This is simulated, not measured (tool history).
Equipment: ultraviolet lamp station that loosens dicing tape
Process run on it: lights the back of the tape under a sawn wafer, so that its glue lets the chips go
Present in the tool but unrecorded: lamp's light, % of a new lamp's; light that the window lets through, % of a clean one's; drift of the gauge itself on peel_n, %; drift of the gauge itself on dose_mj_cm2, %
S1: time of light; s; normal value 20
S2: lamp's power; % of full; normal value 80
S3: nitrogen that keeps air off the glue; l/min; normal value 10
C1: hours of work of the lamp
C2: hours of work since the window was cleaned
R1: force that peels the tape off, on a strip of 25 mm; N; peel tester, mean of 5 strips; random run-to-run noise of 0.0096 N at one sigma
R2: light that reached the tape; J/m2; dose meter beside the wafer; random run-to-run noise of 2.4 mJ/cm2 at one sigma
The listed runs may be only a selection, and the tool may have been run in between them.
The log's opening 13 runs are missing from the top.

| run | day | S1 | S2 | S3 | C1 | C2 | R1 | R2 |
|---|---|---|---|---|---|---|---|---|
| 14 | 18.662 | 20 | 64 | 6 | 749 | 341 | 1.404 | 1300 |
| 15 | 19.517 | 20 | 80 | 10 | 764 | 356 | 0.916 | 1600 |
| 16 | 20.942 | 20 | 80 | 10 | 788 | 380 | 0.918 | 1610 |
| 17 | 22.388 | 20 | 80 | 10 | 813 | 405 | 0.942 | 1560 |
| 18 | 23.583 | 20 | 80 | 10 | 833 | 426 | 0.949 | 1530 |
|  | 24.396 | lamp changed |
| 19 | 24.875 | 20 | 80 | 10 | 8 | 447 | 0.523 | 2330 |
| 20 | 25.917 | 20 | 80 | 10 | 26 | 465 | 0.524 | 2290 |
| 21 | 27.717 | 20 | 80 | 10 | 57 | 496 | 0.525 | 2260 |
| 22 | 28.600 | 20 | 80 | 10 | 72 | 511 | 0.566 | 2230 |
| 23 | 30.104 | 20 | 80 | 10 | 98 | 537 | 0.576 | 2180 |
| 24 | 31.204 | 20 | 80 | 10 | 116 | 555 | 0.591 | 2150 |
|  | 31.358 | window cleaned of glue's vapour |
| 25 | 33.104 | 20 | 80 | 10 | 149 | 30 | 0.724 | 1900 |
| 26 | 33.875 | 20 | 80 | 10 | 162 | 43 | 0.713 | 1890 |
| 27 | 35.179 | 17 | 80 | 4 | 184 | 65 | 1.320 | 1590 |
| 28 | 36.429 | 11 | 70 | 4 | 206 | 87 | 2.076 | 880 |
| 29 | 38.033 | 19 | 63 | 8 | 233 | 114 | 1.200 | 1380 |
| 30 | 39.346 | 19 | 74 | 19 | 255 | 137 | 0.705 | 1560 |
| 31 | 40.688 | 20 | 72 | 6 | 278 | 160 | 1.150 | 1570 |
|  | 40.842 | window cleaned of glue's vapour, once more |
| 32 | 41.925 | 20 | 72 | 6 | 299 | 19 | 0.878 | 2030 |
| 33 | 42.762 | 20 | 72 | 6 | 314 | 33 | 0.852 | 2010 |
| 34 | 43.671 | 20 | 65 | 13 | 329 | 48 | 0.699 | 1760 |
| 35 | 44.704 | 20 | 65 | 13 | 347 | 66 | 0.690 | 1770 |
| 36 | 45.854 | 13 | 70 | 10 | 366 | 86 | 1.240 | 1230 |
| 37 | 46.996 | 13 | 95 | 5 | 386 | 105 | 1.234 | 1620 |
| 38 | 48.067 | 13 | 95 | 5 | 404 | 124 | 1.232 | 1610 |

Each row is a separate what-if for the run after 38, all from the same tool condition, not one after another. Results?
| A | 49.629 | 10 | 83 | 5 | 431 | 150 | ? | ? |
| B | 49.629 | 20 | 70 | 10 | 431 | 150 | ? | ? |
| C | 49.629 | 23 | 95 | 13 | 431 | 150 | ? | ? |
| D | 49.629 | 36 | 85 | 6 | 431 | 150 | ? | ? |
| E | 49.629 | 21 | 97 | 11 | 431 | 150 | ? | ? |

| run | R1 | R2 |
|---|---|---|
| A | 1.696 | 1050 |
| B | 0.801 | 1800 |
| C | 0.302 | 2730 |
| D | 0.281 | 3900 |
| E | 0.397 | 2660 |
Without the tool's unlogged condition, the same runs would have read:
| run | R1 | R2 |
|---|---|---|
| A | 1.397 | 1350 |
| B | 0.537 | 2310 |
| C | 0.175 | 3530 |
| D | 0.166 | 5020 |
| E | 0.241 | 3410 |
